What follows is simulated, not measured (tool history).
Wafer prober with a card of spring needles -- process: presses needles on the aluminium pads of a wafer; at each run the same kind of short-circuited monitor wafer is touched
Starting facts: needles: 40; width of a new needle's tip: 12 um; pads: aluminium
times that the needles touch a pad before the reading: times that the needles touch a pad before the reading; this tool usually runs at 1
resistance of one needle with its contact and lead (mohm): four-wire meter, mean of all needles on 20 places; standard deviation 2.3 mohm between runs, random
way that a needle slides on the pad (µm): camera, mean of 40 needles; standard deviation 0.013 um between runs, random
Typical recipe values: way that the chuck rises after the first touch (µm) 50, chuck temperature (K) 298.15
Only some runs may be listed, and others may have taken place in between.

run,hour,way that the chuck rises after the first touch (µm),chuck temperature (K),times that the needles touch a pad before the reading,resistance of one needle with its contact and lead (mohm),way that a needle slides on the pad (µm)
1,0.0,50,298.15,1,254,9.00
# hour 2.4: tips cleaned on abrasive film
2,13.5,50,298.15,1,258,8.99
# hour 16.8: tips cleaned on abrasive film
3,19.5,50,298.15,3,259,8.99
# hour 21.1: height of the first contact set anew
# hour 32.1: tips cleaned on abrasive film
4,33.1,50,298.15,3,259,8.98
5,41.9,50,298.15,3,257,8.97
# hour 47.4: tips cleaned on abrasive film
6,53.9,50,298.15,1,256,8.97
# hour 62.2: tips cleaned on abrasive film
7,62.4,50,298.15,1,261,8.97
8,70.2,47,298.15,1,261,8.42
# hour 76.7: tips cleaned on abrasive film
9,76.8,47,298.15,1,259,8.44
10,85.1,50,298.15,1,258,8.96
# hour 92.2: tips cleaned on abrasive film
11,95.1,50,298.15,2,256,8.94
# hour 107.2: tips cleaned on abrasive film
12,108.4,50,298.15,2,255,8.95
13,115.8,50,367.15,2,270,8.93
# hour 121.7: tips cleaned on abrasive film
14,129.8,50,367.15,2,277,8.95
# hour 136.9: tips cleaned on abrasive film
15,139.4,50,367.15,2,277,8.92
# hour 151.6: tips cleaned on abrasive film
16,153.6,69,298.15,1,253,12.31
17,159.5,69,298.15,1,254,12.31
# hour 166.6: tips cleaned on abrasive film
18,171.9,43,298.15,1,261,7.68
# hour 181.4: tips cleaned on abrasive film
19,181.5,65,320.15,3,258,11.58
# hour 195.3: height of the first contact set anew
20,195.6,60,339.15,2,264,10.69
# hour 196.5: tips cleaned on abrasive film
21,204.0,40,339.15,2,276,7.13
# hour 211.6: tips cleaned on abrasive film
22,216.8,40,339.15,2,276,7.15
23,224.6,38,298.15,1,264,6.76
# hour 226.1: tips cleaned on abrasive film
24,237.6,35,385.15,1,295,6.25
# hour 241.5: tips cleaned on abrasive film
25,251.8,42,338.15,1,270,7.47
# hour 256.4: tips cleaned on abrasive film
26,260.2,59,298.15,1,258,10.49
27,266.6,52,298.15,2,255,9.25
# hour 271.2: tips cleaned on abrasive film
28,274.2,52,298.15,2,257,9.22
29,280.6,66,323.15,1,259,11.73
# hour 285.9: tips cleaned on abrasive film
30,292.9,66,323.15,1,261,11.72
# hour 300.5: tips cleaned on abrasive film
31,307.0,37,316.15,3,269,6.57
32,314.6,37,316.15,3,268,6.57
# hour 315.4: tips cleaned on abrasive film
33,326.0,37,316.15,3,269,6.57

Each row is a separate what-if for the run after 33, all from the same tool condition, not one after another. Results?
# hour 329.9: tips cleaned on abrasive film
A,334.8,37,316.15,1,?,?
# hour 329.9: tips cleaned on abrasive film
B,334.8,31,305.15,1,?,?
# hour 329.9: tips cleaned on abrasive film
C,334.8,50,333.15,1,?,?
# hour 329.9: tips cleaned on abrasive film
D,334.8,59,310.15,1,?,?

run,resistance of one needle with its contact and lead (mohm),way that a needle slides on the pad (µm)
A,271,6.57
B,273,5.49
C,270,8.86
D,258,10.46
With no hidden state in the tool, these same runs would have given:
run,resistance of one needle with its contact and lead (mohm),way that a needle slides on the pad (µm)
A,271,6.66
B,272,5.56
C,270,8.99
D,258,10.61
